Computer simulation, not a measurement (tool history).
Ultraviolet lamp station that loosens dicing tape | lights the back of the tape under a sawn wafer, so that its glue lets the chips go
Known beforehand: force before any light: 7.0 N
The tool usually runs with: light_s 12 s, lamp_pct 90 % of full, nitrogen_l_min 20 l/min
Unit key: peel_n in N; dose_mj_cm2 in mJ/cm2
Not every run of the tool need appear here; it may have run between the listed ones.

{"run": 1, "hour": 0.0, "light_s": 12, "lamp_pct": 90, "nitrogen_l_min": 20, "peel_n": 0.341, "dose_mj_cm2": 546}
{"run": 2, "hour": 16.0, "light_s": 12, "lamp_pct": 66, "nitrogen_l_min": 20, "peel_n": 0.57, "dose_mj_cm2": 397}
{"run": 3, "hour": 28.5, "light_s": 12, "lamp_pct": 90, "nitrogen_l_min": 20, "peel_n": 0.326, "dose_mj_cm2": 545}
{"run": 4, "hour": 51.6, "light_s": 8, "lamp_pct": 90, "nitrogen_l_min": 20, "peel_n": 0.619, "dose_mj_cm2": 361}
{"run": 5, "hour": 69.5, "light_s": 8, "lamp_pct": 90, "nitrogen_l_min": 20, "peel_n": 0.64, "dose_mj_cm2": 365}
{"run": 6, "hour": 99.8, "light_s": 8, "lamp_pct": 90, "nitrogen_l_min": 20, "peel_n": 0.639, "dose_mj_cm2": 362}
{"run": 7, "hour": 112.2, "light_s": 8, "lamp_pct": 90, "nitrogen_l_min": 20, "peel_n": 0.662, "dose_mj_cm2": 366}
{"run": 8, "hour": 125.4, "light_s": 8, "lamp_pct": 90, "nitrogen_l_min": 20, "peel_n": 0.634, "dose_mj_cm2": 362}
{"run": 9, "hour": 143.4, "light_s": 8, "lamp_pct": 90, "nitrogen_l_min": 20, "peel_n": 0.643, "dose_mj_cm2": 364}
{"run": 10, "hour": 173.3, "light_s": 12, "lamp_pct": 90, "nitrogen_l_min": 30, "peel_n": 0.292, "dose_mj_cm2": 550}
{"run": 11, "hour": 201.8, "light_s": 10, "lamp_pct": 90, "nitrogen_l_min": 20, "peel_n": 0.452, "dose_mj_cm2": 453}
{"hour": 222.6, "done": "lamp changed"}
{"run": 12, "hour": 226.6, "light_s": 10, "lamp_pct": 69, "nitrogen_l_min": 20, "peel_n": 0.719, "dose_mj_cm2": 351}
{"run": 13, "hour": 245.5, "light_s": 10, "lamp_pct": 69, "nitrogen_l_min": 20, "peel_n": 0.682, "dose_mj_cm2": 354}
{"run": 14, "hour": 272.1, "light_s": 10, "lamp_pct": 69, "nitrogen_l_min": 20, "peel_n": 0.673, "dose_mj_cm2": 353}
{"run": 15, "hour": 298.9, "light_s": 10, "lamp_pct": 69, "nitrogen_l_min": 20, "peel_n": 0.707, "dose_mj_cm2": 356}
{"run": 16, "hour": 324.9, "light_s": 10, "lamp_pct": 69, "nitrogen_l_min": 20, "peel_n": 0.712, "dose_mj_cm2": 348}
{"run": 17, "hour": 338.5, "light_s": 18, "lamp_pct": 90, "nitrogen_l_min": 20, "peel_n": 0.242, "dose_mj_cm2": 828}
{"run": 18, "hour": 360.7, "light_s": 12, "lamp_pct": 78, "nitrogen_l_min": 20, "peel_n": 0.408, "dose_mj_cm2": 473}
{"run": 19, "hour": 374.7, "light_s": 12, "lamp_pct": 78, "nitrogen_l_min": 27, "peel_n": 0.342, "dose_mj_cm2": 469}
{"run": 20, "hour": 397.6, "light_s": 12, "lamp_pct": 78, "nitrogen_l_min": 27, "peel_n": 0.359, "dose_mj_cm2": 472}
{"run": 21, "hour": 422.2, "light_s": 12, "lamp_pct": 78, "nitrogen_l_min": 27, "peel_n": 0.349, "dose_mj_cm2": 473}
{"hour": 433.9, "done": "window cleaned of glue's vapour"}
{"run": 22, "hour": 442.5, "light_s": 12, "lamp_pct": 78, "nitrogen_l_min": 27, "peel_n": 0.345, "dose_mj_cm2": 482}
{"run": 23, "hour": 458.8, "light_s": 12, "lamp_pct": 98, "nitrogen_l_min": 24, "peel_n": 0.276, "dose_mj_cm2": 595}
{"run": 24, "hour": 485.5, "light_s": 19, "lamp_pct": 87, "nitrogen_l_min": 10, "peel_n": 0.28, "dose_mj_cm2": 831}
{"run": 25, "hour": 500.6, "light_s": 22, "lamp_pct": 90, "nitrogen_l_min": 20, "peel_n": 0.234, "dose_mj_cm2": 1004}
{"run": 26, "hour": 514.8, "light_s": 22, "lamp_pct": 90, "nitrogen_l_min": 20, "peel_n": 0.233, "dose_mj_cm2": 1002}
{"run": 27, "hour": 533.5, "light_s": 10, "lamp_pct": 78, "nitrogen_l_min": 13, "peel_n": 0.757, "dose_mj_cm2": 392}
{"run": 28, "hour": 554.8, "light_s": 12, "lamp_pct": 76, "nitrogen_l_min": 16, "peel_n": 0.472, "dose_mj_cm2": 463}
{"run": 29, "hour": 574.8, "light_s": 12, "lamp_pct": 76, "nitrogen_l_min": 16, "peel_n": 0.49, "dose_mj_cm2": 461}
{"run": 30, "hour": 596.7, "light_s": 12, "lamp_pct": 76, "nitrogen_l_min": 16, "peel_n": 0.496, "dose_mj_cm2": 465}
{"run": 31, "hour": 610.6, "light_s": 7, "lamp_pct": 84, "nitrogen_l_min": 13, "peel_n": 1.193, "dose_mj_cm2": 299}
{"run": 32, "hour": 638.2, "light_s": 22, "lamp_pct": 67, "nitrogen_l_min": 20, "peel_n": 0.253, "dose_mj_cm2": 750}
{"run": 33, "hour": 665.1, "light_s": 12, "lamp_pct": 64, "nitrogen_l_min": 23, "peel_n": 0.524, "dose_mj_cm2": 391}
{"run": 34, "hour": 688.8, "light_s": 12, "lamp_pct": 64, "nitrogen_l_min": 23, "peel_n": 0.539, "dose_mj_cm2": 384}
{"run": 35, "hour": 710.6, "light_s": 12, "lamp_pct": 64, "nitrogen_l_min": 23, "peel_n": 0.516, "dose_mj_cm2": 388}
{"run": 36, "hour": 724.4, "light_s": 7, "lamp_pct": 81, "nitrogen_l_min": 34, "peel_n": 0.714, "dose_mj_cm2": 287}
{"run": 37, "hour": 737.9, "light_s": 14, "lamp_pct": 69, "nitrogen_l_min": 16, "peel_n": 0.449, "dose_mj_cm2": 488}

Consider 3 possible next runs. They are alternatives, not a sequence: every one starts from the tool as it was left by run 37. What does each give?
{"run": "A", "hour": 756.4, "light_s": 22, "lamp_pct": 90, "nitrogen_l_min": 10, "peel_n": "?", "dose_mj_cm2": "?"}
{"run": "B", "hour": 756.4, "light_s": 16, "lamp_pct": 69, "nitrogen_l_min": 29, "peel_n": "?", "dose_mj_cm2": "?"}
{"run": "C", "hour": 756.4, "light_s": 12, "lamp_pct": 90, "nitrogen_l_min": 21, "peel_n": "?", "dose_mj_cm2": "?"}

run=A peel_n=0.254 dose_mj_cm2=996
run=B peel_n=0.277 dose_mj_cm2=556
run=C peel_n=0.325 dose_mj_cm2=548
Without the tool's hidden state the same runs would have given:
run=A peel_n=0.253 dose_mj_cm2=999
run=B peel_n=0.277 dose_mj_cm2=558
run=C peel_n=0.323 dose_mj_cm2=549
